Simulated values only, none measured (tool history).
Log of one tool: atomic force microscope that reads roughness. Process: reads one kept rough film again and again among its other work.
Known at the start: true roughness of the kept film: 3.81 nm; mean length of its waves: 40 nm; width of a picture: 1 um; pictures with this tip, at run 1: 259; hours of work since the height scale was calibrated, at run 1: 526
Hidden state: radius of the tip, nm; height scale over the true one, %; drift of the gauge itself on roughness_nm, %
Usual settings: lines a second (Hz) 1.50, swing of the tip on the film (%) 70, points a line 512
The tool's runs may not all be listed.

run   hour  lines a second (Hz)  swing of the tip on the film (%)  points a line  pictures with this tip  hours of work since the height scale was calibrated  roughness of the kept film (nm (root mean square))
  1    0.0                 1.50                                70            512                     259                                                  526                                               3.378
  2   34.3                 1.50                                70            512                     290                                                  541                                               3.408
  3   75.9                 1.50                                70            512                     328                                                  559                                               3.378
  4  114.7                 1.50                                73            512                     363                                                  576                                               3.338
     127.1  -- new tip fitted
  5  167.4                 1.50                                77            512                      37                                                  599                                               3.313
  6  211.4                 1.50                                77            512                      77                                                  618                                               3.350
  7  267.9                 1.50                                80            512                     128                                                  642                                               3.309
  8  305.6                 1.50                                80            512                     162                                                  659                                               3.269
  9  361.3                 1.87                                80            512                     212                                                  683                                               3.264
 10  398.5                 1.87                                80            512                     246                                                  699                                               3.228
 11  433.7                 1.50                                57            512                     277                                                  714                                               3.478
 12  480.8                 1.50                                57            512                     320                                                  735                                               3.495
 13  525.7                 1.31                                81            512                     360                                                  754                                               3.291
     540.4  -- new tip fitted
 14  556.6                 1.81                                84            528                      15                                                  767                                               3.177
 15  579.8                 1.81                                84            528                      36                                                  777                                               3.169
 16  630.2                 0.68                                74            864                      81                                                  799                                               3.453
 17  670.8                 1.05                                55            536                     118                                                  817                                               3.509
 18  723.8                 1.05                                69            857                     166                                                  840                                               3.439
 19  779.9                 2.90                                83            269                     217                                                  864                                               2.972
 20  810.6                 2.90                                83            269                     244                                                  877                                               2.978
 21  834.4                 1.50                                60            512                     266                                                  888                                               3.469
 22  877.8                 1.50                                60            512                     305                                                  907                                               3.459
 23  902.6                 1.41                                59            900                     328                                                  917                                               3.460
 24  926.8                 0.70                                70            668                     349                                                  928                                               3.493

How the hidden state differs across the entries between the runs, from the last listed run before each to the first after it:
Between runs 4 and 5: new tip fitted (hour 127.1)
  radius of the tip, nm: 7.3 -> 7
Between runs 13 and 14: new tip fitted (hour 540.4)
  radius of the tip, nm: 7.2 -> 7
